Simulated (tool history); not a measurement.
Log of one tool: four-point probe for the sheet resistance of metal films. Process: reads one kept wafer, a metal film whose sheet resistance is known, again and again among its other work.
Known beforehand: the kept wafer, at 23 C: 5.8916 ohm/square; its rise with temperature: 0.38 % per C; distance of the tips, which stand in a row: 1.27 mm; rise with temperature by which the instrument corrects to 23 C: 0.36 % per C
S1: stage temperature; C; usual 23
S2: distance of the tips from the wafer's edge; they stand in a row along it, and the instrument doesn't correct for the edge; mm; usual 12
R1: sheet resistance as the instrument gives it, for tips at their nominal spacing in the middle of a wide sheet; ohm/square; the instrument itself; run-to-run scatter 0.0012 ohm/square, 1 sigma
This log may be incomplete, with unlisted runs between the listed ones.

Run 1, hour 0.0: usual settings. Result: R1 5.936904 ohm/square.
Run 2, hour 51.3: usual settings but S1 29 C. Result: R1 5.941015 ohm/square.
Run 3, hour 134.3: usual settings but S1 29 C. Result: R1 5.939251 ohm/square.
Run 4, hour 206.1: usual settings but S1 29 C. Result: R1 5.940843 ohm/square.
Run 5, hour 292.4: usual settings. Result: R1 5.930144 ohm/square.
Run 6, hour 341.8: usual settings. Result: R1 5.929494 ohm/square.
Run 7, hour 395.3: usual settings. Result: R1 5.927708 ohm/square.
Run 8, hour 442.3: usual settings but S1 26 C. Result: R1 5.929090 ohm/square.
Run 9, hour 483.8: usual settings. Result: R1 5.925712 ohm/square.
Run 10, hour 545.0: usual settings. Result: R1 5.922873 ohm/square.
Run 11, hour 624.8: usual settings. Result: R1 5.921591 ohm/square.
Run 12, hour 712.0: usual settings. Result: R1 5.923100 ohm/square.
Run 13, hour 790.1: usual settings but S1 24 C, S2 4 mm. Result: R1 6.186262 ohm/square.
Run 14, hour 851.3: usual settings but S1 24 C, S2 4 mm. Result: R1 6.186924 ohm/square.
Run 15, hour 906.2: usual settings but S2 4 mm. Result: R1 6.183013 ohm/square.
Run 16, hour 959.6: usual settings but S1 21 C, S2 64 mm. Result: R1 5.878542 ohm/square.
Run 17, hour 1023.9: usual settings but S2 28 mm. Result: R1 5.886291 ohm/square.
Run 18, hour 1089.3: usual settings but S2 28 mm. Result: R1 5.882758 ohm/square.
Run 19, hour 1156.9: usual settings but S1 33 C, S2 31 mm. Result: R1 5.891592 ohm/square.

A few steps of R1 between consecutive runs. Split each: what settings, incoming material and random variation would produce without the hidden state, and what is left over for the hidden state, along with gauge scatter present in only one of the two compared results (measured, and without hidden state):
Hidden state at play: inner tips' distance over the nominal, %; tips' flats over new ones', %; wafer's true temperature over the reading, C; drift of the gauge itself on sheet_ohm, %.
Run 10 -> 11: no setting touched and nothing written in the log between the runs. R1 -0.001282 ohm/square: hidden state -0.002029, all else +0.000747.
Run 15 -> 16: S1 23 -> 21, S2 4 -> 64. R1 -0.304471 ohm/square: hidden state -0.000727, all else -0.303744.
